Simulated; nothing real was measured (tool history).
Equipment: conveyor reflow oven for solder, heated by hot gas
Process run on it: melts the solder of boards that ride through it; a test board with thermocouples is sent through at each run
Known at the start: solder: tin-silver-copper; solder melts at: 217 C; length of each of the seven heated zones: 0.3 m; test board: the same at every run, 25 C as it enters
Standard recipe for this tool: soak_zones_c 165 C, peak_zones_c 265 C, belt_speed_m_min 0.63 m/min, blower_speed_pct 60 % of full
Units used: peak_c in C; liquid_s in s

run	day	soak_zones_c	peak_zones_c	belt_speed_m_min	blower_speed_pct	peak_c	liquid_s
1	0	165	265	0.63	60	243.8	35.8
2	1.683	165	265	0.63	60	243.6	35.7
3	2.875	165	265	0.63	60	243.7	35.7
4	4.65	165	265	0.63	60	243.4	35.6
5	5.462	165	256	0.63	60	235.7	29.4
6	7.171	165	256	0.63	60	235.8	29.3
7	8.729	165	256	0.63	60	235.2	29.2
8	10.008	165	265	0.63	70	246.6	38.7
9	11.642	165	265	0.63	70	246	38.6
10	13.238	165	265	0.625	70	246.4	38.7
# day 13.496: thermocouples of zones 6 and 7 changed
11	15.154	165	265	0.625	70	250.7	41.2
12	16.017	165	265	0.625	70	250	41.5
13	17.583	165	265	0.625	62	247.2	38.9
# day 17.904: flux residue cleaned out of gas plates and filters
14	19.446	165	265	0.625	62	247.3	38.5
15	21.042	175	265	0.625	62	248.7	42.2
16	22.042	175	265	0.625	62	248	42.2
17	23.592	161	270	0.589	80	257.1	47.8
# day 24.492: flux residue cleaned out of gas plates and filters, once more
18	25.221	161	270	0.589	80	259.2	48.9
19	26.362	161	270	0.589	80	259.1	48.7
20	27.579	166	265	0.63	62	247.5	39.2
21	28.896	162	269	0.63	60	249.4	39.5
22	29.862	162	269	0.63	51	245.2	35.8
23	30.808	151	265	0.531	75	254.4	49.9
24	31.788	155	265	0.643	69	246.7	36.4
25	32.925	155	265	0.558	69	251.9	46.1
26	34.188	162	260	0.63	50	236.9	28.8
27	35.612	162	260	0.63	50	236.5	28.6
28	36.492	165	257	0.63	60	239.3	32.9
29	38.217	165	271	0.537	60	256.3	52.6
30	40.1	172	265	0.63	71	251	43.5
31	41.204	165	265	0.62	53	243	36.1

Each row is a separate what-if for the run after 31, all from the same tool condition, not one after another. Results?
A	43.1	165	265	0.62	83	?	?
B	43.1	165	274	0.759	60	?	?
C	43.1	160	265	0.63	60	?	?

run	peak_c	liquid_s
A	252.2	44.3
B	245.4	30.1
C	244.6	35.6
Without the tool's unlogged condition, the same runs would have read:
run	peak_c	liquid_s
A	254	43.5
B	246.5	29.6
C	245.9	35

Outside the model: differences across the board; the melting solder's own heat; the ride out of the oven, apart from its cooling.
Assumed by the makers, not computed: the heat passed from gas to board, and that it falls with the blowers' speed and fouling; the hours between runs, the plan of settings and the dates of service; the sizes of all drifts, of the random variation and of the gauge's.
